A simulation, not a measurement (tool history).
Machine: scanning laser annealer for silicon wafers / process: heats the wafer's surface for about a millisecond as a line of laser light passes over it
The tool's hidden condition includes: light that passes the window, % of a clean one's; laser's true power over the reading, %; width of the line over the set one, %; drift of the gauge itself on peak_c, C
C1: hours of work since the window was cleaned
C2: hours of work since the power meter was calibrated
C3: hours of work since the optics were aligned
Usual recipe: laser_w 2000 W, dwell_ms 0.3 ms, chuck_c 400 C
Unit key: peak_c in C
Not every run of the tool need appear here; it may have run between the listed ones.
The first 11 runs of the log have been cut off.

run 12 day=6.267 | laser_w=2194 dwell_ms=0.3 chuck_c=400 | C1=171 C2=155 C3=1261 | peak_c=1191
run 13 day=6.762 | laser_w=2194 dwell_ms=0.256 chuck_c=400 | C1=178 C2=162 C3=1268 | peak_c=1135
run 14 day=7.271 | laser_w=2000 dwell_ms=0.3 chuck_c=400 | C1=186 C2=169 C3=1276 | peak_c=1104
run 15 day=7.775 | laser_w=2000 dwell_ms=0.3 chuck_c=434 | C1=193 C2=176 C3=1283 | peak_c=1141
run 16 day=8.142 | laser_w=2000 dwell_ms=0.3 chuck_c=417 | C1=198 C2=182 C3=1288 | peak_c=1121
run 17 day=9.004 | laser_w=2000 dwell_ms=0.3 chuck_c=417 | C1=210 C2=194 C3=1300 | peak_c=1119
run 18 day=9.383 | laser_w=2000 dwell_ms=0.3 chuck_c=417 | C1=215 C2=199 C3=1305 | peak_c=1119
run 19 day=10.017 | laser_w=2000 dwell_ms=0.3 chuck_c=417 | C1=224 C2=208 C3=1314 | peak_c=1120
run 20 day=10.738 | laser_w=2113 dwell_ms=0.3 chuck_c=400 | C1=235 C2=218 C3=1325 | peak_c=1154
run 21 day=11.367 | laser_w=1943 dwell_ms=0.256 chuck_c=436 | C1=243 C2=227 C3=1333 | peak_c=1065
run 22 day=12.004 | laser_w=2140 dwell_ms=0.369 chuck_c=361 | C1=252 C2=236 C3=1342 | peak_c=1207
run 23 day=12.742 | laser_w=1765 dwell_ms=0.255 chuck_c=423 | C1=263 C2=247 C3=1353 | peak_c=975
run 24 day=13.242 | laser_w=1765 dwell_ms=0.255 chuck_c=423 | C1=270 C2=254 C3=1360 | peak_c=976
run 25 day=13.954 | laser_w=1765 dwell_ms=0.256 chuck_c=439 | C1=280 C2=264 C3=1370 | peak_c=991
run 26 day=14.55 | laser_w=1765 dwell_ms=0.256 chuck_c=439 | C1=288 C2=272 C3=1378 | peak_c=993
run 27 day=14.925 | laser_w=2107 dwell_ms=0.293 chuck_c=400 | C1=294 C2=277 C3=1384 | peak_c=1145
run 28 day=15.462 | laser_w=2107 dwell_ms=0.293 chuck_c=400 | C1=301 C2=285 C3=1391 | peak_c=1143

Estimate the outcome of run 29 from the log above:
run 29 day=16.079 | laser_w=1718 dwell_ms=0.3 chuck_c=373 | C1=310 C2=294 C3=1400 | peak_c=?

{"run 29": {"peak_c": 948}}
Minus the tool's unlogged condition, the same run would have read peak_c 949 C.
